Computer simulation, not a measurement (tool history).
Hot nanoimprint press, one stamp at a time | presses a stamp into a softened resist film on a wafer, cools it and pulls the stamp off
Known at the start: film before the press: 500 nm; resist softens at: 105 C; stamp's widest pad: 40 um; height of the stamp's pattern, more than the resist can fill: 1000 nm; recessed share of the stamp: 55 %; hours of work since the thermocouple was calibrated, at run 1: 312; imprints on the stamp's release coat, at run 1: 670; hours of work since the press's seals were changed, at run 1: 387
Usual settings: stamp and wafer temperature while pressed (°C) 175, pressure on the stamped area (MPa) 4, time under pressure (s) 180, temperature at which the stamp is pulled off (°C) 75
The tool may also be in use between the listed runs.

run,day,stamp and wafer temperature while pressed (°C),pressure on the stamped area (MPa),time under pressure (s),temperature at which the stamp is pulled off (°C),hours of work since the thermocouple was calibrated,imprints on the stamp's release coat,hours of work since the press's seals were changed,resist left under the stamp's widest pad (nm),greatest force while the stamp is pulled off (N)
1,0,175,4,180,75,312,670,387,286.9,226
2,0.708,175,4,180,76,322,732,397,287.1,220
3,1.367,175,4,180,75,331,789,406,287.3,224
4,2.038,175,4,180,75,340,848,415,286.8,222
5,2.525,175,4,180,75,347,890,421,286.9,225
6,3.442,175,4,180,75,360,970,434,286.9,224
7,4.308,175,4,180,75,371,1045,446,285.7,226
8,4.821,175,4,180,75,378,1090,453,286.3,220
# day 5.012: plate thermocouple calibrated
9,5.808,175,4,180,75,11,1165,465,286.6,225
10,6.229,178,4,180,75,17,1201,471,253,228
11,7.062,178,4,180,75,28,1274,482,252.6,226
12,7.517,175,4,180,75,34,1314,488,284.8,224
13,7.954,187,4,180,75,40,1352,494,175.3,224
14,8.483,187,4,180,75,48,1397,501,174.9,228
15,9.204,187,4,180,75,57,1460,511,176,227
# day 9.671: stamp cleaned and given a new release coat
16,10.142,175,3.68,180,79,67,41,521,295.6,213
17,10.558,165,4,180,74,73,77,526,400,229
18,11.088,172,3.74,174,76,80,123,534,330.5,219
19,11.858,172,3.74,174,76,90,190,544,332.4,219
20,12.604,172,3.74,174,76,101,255,555,330.7,219
21,13.179,166,6.15,106,71,109,305,562,376.3,239
22,14.05,182,4,180,77,120,381,574,214.1,219
23,14.567,182,4,180,77,128,426,581,213.2,222
24,15.05,182,4,180,77,134,468,588,213.5,218
25,15.617,178,5.71,154,71,142,517,596,219.2,236
26,16.454,175,4,350,65,153,590,607,230,260
27,17.183,175,2.55,180,66,163,653,617,341.5,251
28,17.958,179,3.32,180,71,174,721,628,263.3,237
# day 18.867: gauge calibrated
29,18.867,186,3.87,175,72,187,800,640,188.6,239

How the hidden state differs across the entries between the runs, from the last listed run before each to the first after it:
Between runs 8 and 9: plate thermocouple calibrated (day 5.012)
  true temperature over the reading, C: 0.05 -> 0; grip of the stamp's worn release coat, % over a new coat's: 0.5 -> 0.6; drift of the gauge itself on residual_nm, %: -0.49 -> -0.57
  measured less the result without the state, resist left under the stamp's widest pad (nm): -1.9 -> -1.5
Between runs 15 and 16: stamp cleaned and given a new release coat (day 9.671)
  grip of the stamp's worn release coat, % over a new coat's: 0.7 -> 0; drift of the gauge itself on residual_nm, %: -0.91 -> -0.98
  measured less the result without the state, resist left under the stamp's widest pad (nm): -1.6 -> -2.9
Between runs 28 and 29: gauge calibrated (day 18.867)
  pressure that arrives at the usual setting, %: 99.91 -> 99.9; drift of the gauge itself on residual_nm, %: -1.77 -> 0
  measured less the result without the state, resist left under the stamp's widest pad (nm): -4.9 -> +0

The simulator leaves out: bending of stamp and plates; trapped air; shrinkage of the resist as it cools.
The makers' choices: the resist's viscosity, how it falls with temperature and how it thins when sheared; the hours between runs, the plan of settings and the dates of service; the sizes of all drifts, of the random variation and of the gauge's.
